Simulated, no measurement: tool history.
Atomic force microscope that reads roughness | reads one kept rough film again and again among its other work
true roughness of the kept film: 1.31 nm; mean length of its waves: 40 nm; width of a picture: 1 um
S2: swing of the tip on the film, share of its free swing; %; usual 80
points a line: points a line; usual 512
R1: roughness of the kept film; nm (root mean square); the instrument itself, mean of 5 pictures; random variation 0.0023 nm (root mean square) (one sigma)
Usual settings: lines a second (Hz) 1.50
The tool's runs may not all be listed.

{"run": 1, "hour": 0.0, "lines a second (Hz)": 1.5, "S2": 80, "points a line": 512, "R1": 1.139}
{"run": 2, "hour": 7.4, "lines a second (Hz)": 1.5, "S2": 80, "points a line": 512, "R1": 1.141}
{"run": 3, "hour": 19.9, "lines a second (Hz)": 1.5, "S2": 80, "points a line": 512, "R1": 1.134}
{"run": 4, "hour": 34.5, "lines a second (Hz)": 1.5, "S2": 80, "points a line": 512, "R1": 1.133}
{"run": 5, "hour": 44.9, "lines a second (Hz)": 1.5, "S2": 80, "points a line": 512, "R1": 1.138}
{"run": 6, "hour": 52.9, "lines a second (Hz)": 1.5, "S2": 80, "points a line": 512, "R1": 1.14}
{"run": 7, "hour": 66.9, "lines a second (Hz)": 1.5, "S2": 80, "points a line": 512, "R1": 1.133}
{"run": 8, "hour": 76.1, "lines a second (Hz)": 1.5, "S2": 80, "points a line": 512, "R1": 1.133}
{"run": 9, "hour": 88.4, "lines a second (Hz)": 1.5, "S2": 80, "points a line": 512, "R1": 1.134}
{"run": 10, "hour": 99.9, "lines a second (Hz)": 3.95, "S2": 61, "points a line": 512, "R1": 1.151}
{"run": 11, "hour": 114.8, "lines a second (Hz)": 2.21, "S2": 81, "points a line": 306, "R1": 1.061}
{"run": 12, "hour": 121.4, "lines a second (Hz)": 2.99, "S2": 79, "points a line": 961, "R1": 1.03}
{"run": 13, "hour": 135.7, "lines a second (Hz)": 1.5, "S2": 80, "points a line": 834, "R1": 1.139}
{"run": 14, "hour": 148.9, "lines a second (Hz)": 0.63, "S2": 81, "points a line": 512, "R1": 1.213}

Taken out of this log: 1 entry between the listed runs. Where each belongs, and how the hidden state differs across it:
Between runs 13 and 14: new tip fitted (hour 148.3)
  radius of the tip, nm: 5.3 -> 5
